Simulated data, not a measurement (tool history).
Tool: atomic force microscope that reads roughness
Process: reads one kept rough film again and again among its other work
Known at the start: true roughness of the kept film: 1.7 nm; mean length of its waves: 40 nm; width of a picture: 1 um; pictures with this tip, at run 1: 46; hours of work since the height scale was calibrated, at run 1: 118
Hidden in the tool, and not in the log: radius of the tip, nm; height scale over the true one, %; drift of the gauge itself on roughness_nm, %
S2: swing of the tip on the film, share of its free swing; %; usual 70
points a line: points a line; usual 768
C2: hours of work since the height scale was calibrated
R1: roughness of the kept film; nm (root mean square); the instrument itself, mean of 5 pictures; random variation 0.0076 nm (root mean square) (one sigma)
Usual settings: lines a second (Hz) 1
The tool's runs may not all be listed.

Run 1, hour 0: usual settings; pictures with this tip 46; C2 118. Result: R1 1.583 nm (root mean square).
Run 2, hour 26.1: usual settings; pictures with this tip 100; C2 136. Result: R1 1.548 nm (root mean square).
At hour 51.6: new tip fitted.
Run 3, hour 54: usual settings; pictures with this tip 5; C2 155. Result: R1 1.604 nm (root mean square).
Run 4, hour 94.1: usual settings; pictures with this tip 88; C2 182. Result: R1 1.556 nm (root mean square).
Run 5, hour 119.2: usual settings; pictures with this tip 141; C2 199. Result: R1 1.521 nm (root mean square).
At hour 127.6: new tip fitted.
Run 6, hour 157.1: usual settings; pictures with this tip 62; C2 224. Result: R1 1.568 nm (root mean square).
Run 7, hour 185: usual settings; pictures with this tip 120; C2 243. Result: R1 1.534 nm (root mean square).
At hour 201: new tip fitted.
Run 8, hour 204.8: usual settings; pictures with this tip 8; C2 256. Result: R1 1.618 nm (root mean square).
Run 9, hour 244.6: usual settings; pictures with this tip 91; C2 283. Result: R1 1.548 nm (root mean square).
Run 10, hour 265.3: usual settings but points a line 389; pictures with this tip 134; C2 297. Result: R1 1.514 nm (root mean square).
At hour 275.8: new tip fitted.
Run 11, hour 305.2: usual settings but points a line 827; pictures with this tip 62; C2 324. Result: R1 1.57 nm (root mean square).
Run 12, hour 344.8: usual settings but points a line 827; pictures with this tip 145; C2 351. Result: R1 1.515 nm (root mean square).
At hour 349: new tip fitted.
Run 13, hour 384.3: usual settings; pictures with this tip 74; C2 378. Result: R1 1.567 nm (root mean square).
At hour 422.3: new tip fitted.
Run 14, hour 423.3: usual settings; pictures with this tip 2; C2 404. Result: R1 1.62 nm (root mean square).
Run 15, hour 454.8: usual settings but S2 60 %; pictures with this tip 68; C2 425. Result: R1 1.586 nm (root mean square).
Run 16, hour 475.6: usual settings but S2 60 %; pictures with this tip 111; C2 439. Result: R1 1.556 nm (root mean square).
At hour 498.2: new tip fitted.
Run 17, hour 514.8: usual settings but lines a second (Hz) 2.46; pictures with this tip 35; C2 465. Result: R1 1.576 nm (root mean square).
Run 18, hour 549.1: usual settings; pictures with this tip 107; C2 489. Result: R1 1.537 nm (root mean square).
At hour 572.1: new tip fitted.
Run 19, hour 581.9: usual settings; pictures with this tip 20; C2 511. Result: R1 1.611 nm (root mean square).
Run 20, hour 599.7: usual settings but points a line 767; pictures with this tip 57; C2 523. Result: R1 1.581 nm (root mean square).
Run 21, hour 635.5: usual settings but points a line 767; pictures with this tip 132; C2 547. Result: R1 1.508 nm (root mean square).
At hour 646.5: new tip fitted.
Run 22, hour 677.1: usual settings; pictures with this tip 64; C2 575. Result: R1 1.574 nm (root mean square).
Run 23, hour 699.2: usual settings; pictures with this tip 110; C2 590. Result: R1 1.529 nm (root mean square).
At hour 720.6: new tip fitted.
Run 24, hour 735.4: usual settings; pictures with this tip 31; C2 614. Result: R1 1.596 nm (root mean square).
Run 25, hour 767.1: usual settings but points a line 661; pictures with this tip 97; C2 636. Result: R1 1.561 nm (root mean square).
Run 26, hour 791.9: usual settings but points a line 661; pictures with this tip 149; C2 652. Result: R1 1.516 nm (root mean square).
At hour 794.7: new tip fitted.
Run 27, hour 830.3: usual settings but points a line 661; pictures with this tip 74; C2 678. Result: R1 1.568 nm (root mean square).
At hour 869.5: new tip fitted.
Run 28, hour 870.3: usual settings but lines a second (Hz) 0.66, S2 81 %; pictures with this tip 2; C2 705. Result: R1 1.63 nm (root mean square).
Run 29, hour 899.4: usual settings but lines a second (Hz) 1.62, S2 83 %, points a line 385; pictures with this tip 63; C2 725. Result: R1 1.529 nm (root mean square).
Run 30, hour 918.5: usual settings but lines a second (Hz) 2.8, S2 88 %, points a line 849; pictures with this tip 103; C2 738. Result: R1 1.402 nm (root mean square).
At hour 943.1: new tip fitted.
Run 31, hour 951.8: usual settings but lines a second (Hz) 1.03, S2 72 %, points a line 485; pictures with this tip 18; C2 760. Result: R1 1.617 nm (root mean square).
Run 32, hour 992.4: usual settings but lines a second (Hz) 1.03, S2 72 %, points a line 485; pictures with this tip 103; C2 788. Result: R1 1.54 nm (root mean square).
At hour 1016.6: new tip fitted.
Run 33, hour 1030.6: usual settings but lines a second (Hz) 1.01, S2 61 %, points a line 399; pictures with this tip 29; C2 813. Result: R1 1.629 nm (root mean square).
Run 34, hour 1056.4: usual settings but S2 66 %, points a line 592; pictures with this tip 83; C2 831. Result: R1 1.575 nm (root mean square).
At hour 1091: new tip fitted.
Run 35, hour 1093: usual settings but S2 68 %; pictures with this tip 5; C2 855. Result: R1 1.635 nm (root mean square).
Run 36, hour 1114.5: usual settings but S2 67 %, points a line 964; pictures with this tip 49; C2 870. Result: R1 1.61 nm (root mean square).
Run 37, hour 1155.7: usual settings but S2 67 %, points a line 964; pictures with this tip 135; C2 898. Result: R1 1.535 nm (root mean square).
At hour 1164.6: new tip fitted.
Run 38, hour 1177.9: usual settings but S2 67 %, points a line 964; pictures with this tip 28; C2 913. Result: R1 1.623 nm (root mean square).
Run 39, hour 1213.7: usual settings but S2 74 %, points a line 748; pictures with this tip 102; C2 937. Result: R1 1.54 nm (root mean square).
At hour 1239.7: new tip fitted.
Run 40, hour 1245.2: usual settings but S2 74 %, points a line 748; pictures with this tip 11; C2 958. Result: R1 1.638 nm (root mean square).
Run 41, hour 1282.6: usual settings but S2 74 %, points a line 748; pictures with this tip 89; C2 983. Result: R1 1.541 nm (root mean square).
At hour 1313.6: new tip fitted.
Run 42, hour 1323.9: usual settings but S2 74 %, points a line 748; pictures with this tip 21; C2 1011. Result: R1 1.607 nm (root mean square).
Run 43, hour 1351.6: usual settings but lines a second (Hz) 1.39, S2 67 %, points a line 534; pictures with this tip 79; C2 1030. Result: R1 1.565 nm (root mean square).
Run 44, hour 1375.7: usual settings but lines a second (Hz) 0.87, points a line 380; pictures with this tip 129; C2 1046. Result: R1 1.539 nm (root mean square).
At hour 1387.1: new tip fitted.
Run 45, hour 1403.9: usual settings but lines a second (Hz) 2.22, S2 57 %, points a line 384; pictures with this tip 35; C2 1065. Result: R1 1.621 nm (root mean square).
Run 46, hour 1442.3: usual settings but lines a second (Hz) 2.22, S2 66 %, points a line 384; pictures with this tip 115; C2 1091. Result: R1 1.526 nm (root mean square).
At hour 1461.2: new tip fitted.
Run 47, hour 1465.2: usual settings but S2 56 %, points a line 430; pictures with this tip 8; C2 1106. Result: R1 1.647 nm (root mean square).
Run 48, hour 1500.9: usual settings but lines a second (Hz) 2.62, S2 69 %; pictures with this tip 83; C2 1130. Result: R1 1.542 nm (root mean square).
Run 49, hour 1521.5: usual settings but lines a second (Hz) 1.29, S2 69 %; pictures with this tip 126; C2 1144. Result: R1 1.534 nm (root mean square).
At hour 1536: new tip fitted.
Run 50, hour 1540.4: usual settings but lines a second (Hz) 1.74; pictures with this tip 9; C2 1157. Result: R1 1.624 nm (root mean square).
Run 51, hour 1562.8: usual settings but lines a second (Hz) 1.5, S2 82 %, points a line 275; pictures with this tip 56; C2 1172. Result: R1 1.536 nm (root mean square).

3 ways to go on from here, each from the tool as it stands after run 51. What would each give?
Run A, hour 1599.9: usual settings but lines a second (Hz) 1.29, S2 82 %, points a line 275; pictures with this tip 133; C2 1197. Result: R1 ?.
Run B, hour 1599.9: usual settings but points a line 673; pictures with this tip 133; C2 1197. Result: R1 ?.
Run C, hour 1599.9: usual settings but lines a second (Hz) 0.96, S2 81 %, points a line 275; pictures with this tip 133; C2 1197. Result: R1 ?.

run     R1
  A  1.497
  B  1.528
  C  1.519
Without the tool's hidden state the same runs would have given:
run     R1
  A  1.577
  B  1.611
  C  1.601

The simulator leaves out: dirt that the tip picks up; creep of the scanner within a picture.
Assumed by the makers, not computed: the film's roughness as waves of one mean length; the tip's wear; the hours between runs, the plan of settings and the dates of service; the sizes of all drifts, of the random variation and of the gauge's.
